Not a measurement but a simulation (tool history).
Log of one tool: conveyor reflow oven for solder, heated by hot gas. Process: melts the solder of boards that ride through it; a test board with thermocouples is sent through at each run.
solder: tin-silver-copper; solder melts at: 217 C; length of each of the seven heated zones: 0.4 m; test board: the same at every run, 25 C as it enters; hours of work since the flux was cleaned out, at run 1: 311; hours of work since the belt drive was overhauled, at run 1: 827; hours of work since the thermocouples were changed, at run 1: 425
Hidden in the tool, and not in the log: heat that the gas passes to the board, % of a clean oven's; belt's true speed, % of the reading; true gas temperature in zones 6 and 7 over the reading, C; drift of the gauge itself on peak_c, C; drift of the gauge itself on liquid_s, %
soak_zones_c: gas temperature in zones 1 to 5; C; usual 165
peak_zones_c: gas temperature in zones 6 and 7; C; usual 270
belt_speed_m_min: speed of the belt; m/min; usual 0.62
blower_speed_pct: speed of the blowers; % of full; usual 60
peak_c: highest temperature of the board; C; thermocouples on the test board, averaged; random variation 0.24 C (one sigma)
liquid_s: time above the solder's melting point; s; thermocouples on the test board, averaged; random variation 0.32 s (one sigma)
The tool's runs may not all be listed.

| run | hour | soak_zones_c | peak_zones_c | belt_speed_m_min | blower_speed_pct | hours of work since the flux was cleaned out | hours of work since the belt drive was overhauled | hours of work since the thermocouples were changed | peak_c | liquid_s |
|---|---|---|---|---|---|---|---|---|---|---|
| 1 | 0 | 165 | 270 | 0.62 | 60 | 311 | 827 | 425 | 243 | 44.6 |
| 2 | 50.4 | 165 | 270 | 0.62 | 60 | 344 | 861 | 458 | 242.8 | 43.7 |
| 3 | 78.4 | 165 | 270 | 0.62 | 60 | 363 | 879 | 477 | 242.5 | 44.1 |
|  | 90.3 | flux residue cleaned out of gas plates and filters |
| 4 | 132.1 | 165 | 270 | 0.62 | 60 | 28 | 912 | 509 | 244.7 | 46.9 |
| 5 | 182.6 | 165 | 270 | 0.62 | 60 | 61 | 945 | 543 | 245.1 | 47.1 |
| 6 | 224.1 | 165 | 261 | 0.62 | 60 | 89 | 973 | 570 | 237.8 | 38.5 |
|  | 260.6 | belt drive overhauled, speed set with a stopwatch |
| 7 | 260.6 | 165 | 260 | 0.707 | 52 | 111 | 0 | 592 | 225.7 | 16.3 |
| 8 | 308.9 | 165 | 260 | 0.707 | 52 | 143 | 32 | 624 | 225.3 | 16 |
| 9 | 342.9 | 164 | 260 | 0.707 | 52 | 165 | 55 | 647 | 225.5 | 15.2 |
| 10 | 388.7 | 178 | 260 | 0.721 | 82 | 196 | 85 | 677 | 240.6 | 39.7 |

How the hidden state differs across the entries between the runs, from the last listed run before each to the first after it:
Between runs 3 and 4: flux residue cleaned out of gas plates and filters (hour 90.3)
  heat that the gas passes to the board, % of a clean oven's: 91 -> 98; belt's true speed, % of the reading: 98.74 -> 98.69; true gas temperature in zones 6 and 7 over the reading, C: 2.39 -> 2.49
  measured less the result without the state, peak_c: -0.6 -> +2 C; liquid_s: -0.6 -> +2.5 s
Between runs 6 and 7: belt drive overhauled, speed set with a stopwatch (hour 260.6)
  heat that the gas passes to the board, % of a clean oven's: 96.4 -> 95.8; belt's true speed, % of the reading: 98.6 -> 100.03; true gas temperature in zones 6 and 7 over the reading, C: 2.67 -> 2.73
  measured less the result without the state, peak_c: +1.6 -> +0.6 C; liquid_s: +2.3 -> +0.7 s
